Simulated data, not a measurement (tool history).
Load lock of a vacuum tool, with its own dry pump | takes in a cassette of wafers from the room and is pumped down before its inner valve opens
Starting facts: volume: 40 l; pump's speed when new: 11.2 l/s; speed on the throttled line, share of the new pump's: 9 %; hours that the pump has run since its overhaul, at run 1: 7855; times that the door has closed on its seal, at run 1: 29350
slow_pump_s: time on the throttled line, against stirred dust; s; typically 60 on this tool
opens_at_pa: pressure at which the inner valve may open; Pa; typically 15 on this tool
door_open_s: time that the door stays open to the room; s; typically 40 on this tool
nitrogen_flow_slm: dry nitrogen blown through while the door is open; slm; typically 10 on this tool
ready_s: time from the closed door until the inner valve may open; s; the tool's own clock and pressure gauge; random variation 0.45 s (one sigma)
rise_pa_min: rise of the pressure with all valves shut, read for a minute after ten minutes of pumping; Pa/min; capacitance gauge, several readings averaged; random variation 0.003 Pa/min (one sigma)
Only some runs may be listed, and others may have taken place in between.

run,hour,slow_pump_s,opens_at_pa,door_open_s,nitrogen_flow_slm,hours that the pump has run since its overhaul,times that the door has closed on its seal,"incoming humidity of the room's air, %",ready_s,rise_pa_min
1,0,60,15,40,10,7855,29350,46,87.2,0.023
2,298.8,60,15,40,10,8154,30118,45.9,86.6,0.025
3,529.4,36,15,40,10,8385,30711,47.6,64.5,0.02
4,710.5,36,16,40,10,8566,31177,43.4,63.9,0.018
5,937.8,40,15,40,10,8793,31761,45.5,68.4,0.02
6,1155.6,40,15,40,10,9011,32321,46.9,67.8,0.022
7,1334.7,40,15,40,10,9190,32782,47.6,67.8,0.023
8,1549.9,60,30,40,10,9405,33335,42.2,83.4,0.021
9,1714.1,60,30,40,10,9570,33757,46.6,84.2,0.021
10,1847.8,60,30,40,10,9703,34101,42.8,83.4,0.019
11,2121.4,60,30,40,10,9977,34805,47.5,84.5,0.023
12,2413.7,60,30,40,10,10269,35556,48.1,83.9,0.026
13,2580.9,60,30,40,10,10436,35986,44.2,83.3,0.021
14,2776.3,60,10,40,20,10632,36488,47.1,88.5,0.017
15,2990.8,38,12,44,17,10846,37040,44.1,66.7,0.017
16,3132.6,38,12,44,17,10988,37405,44.1,67.9,0.019
17,3398.5,38,23,44,17,11254,38088,48,64.7,0.019
# hour 3693.9: dry pump taken out, an overhauled one fitted
18,3724.8,37,20,191,11,31,38912,44.7,64.6,0.044
19,3939.7,104,13,218,13,246,39465,39.7,126.5,0.038
20,4095.2,60,15,40,16,401,39864,46.2,86.6,0.02
21,4229.4,60,19,191,9,535,40209,45.4,85.8,0.056
22,4401.4,111,12,107,10,707,40652,44,133.6,0.034
23,4641.4,111,12,107,10,947,41269,41.9,134.5,0.033
24,4928.8,111,12,107,10,1235,42008,40.9,134.6,0.036
25,5102.8,111,26,107,10,1409,42455,44.7,130.9,0.036

Below are 3 alternative next runs, each starting from the tool's condition after run 25. Predict each:
A,5291.1,97,26,96,5,1597,42939,42.8,?,?
B,5291.1,111,26,107,22,1597,42939,45.6,?,?
C,5291.1,111,26,174,14,1597,42939,45.8,?,?

run,ready_s,rise_pa_min
A,118.3,0.044
B,130.8,0.026
C,130.9,0.037
Stripped of hidden state, with their random variation kept, the same runs would have yielded:
run,ready_s,rise_pa_min
A,118.3,0.043
B,130.8,0.025
C,130.9,0.037

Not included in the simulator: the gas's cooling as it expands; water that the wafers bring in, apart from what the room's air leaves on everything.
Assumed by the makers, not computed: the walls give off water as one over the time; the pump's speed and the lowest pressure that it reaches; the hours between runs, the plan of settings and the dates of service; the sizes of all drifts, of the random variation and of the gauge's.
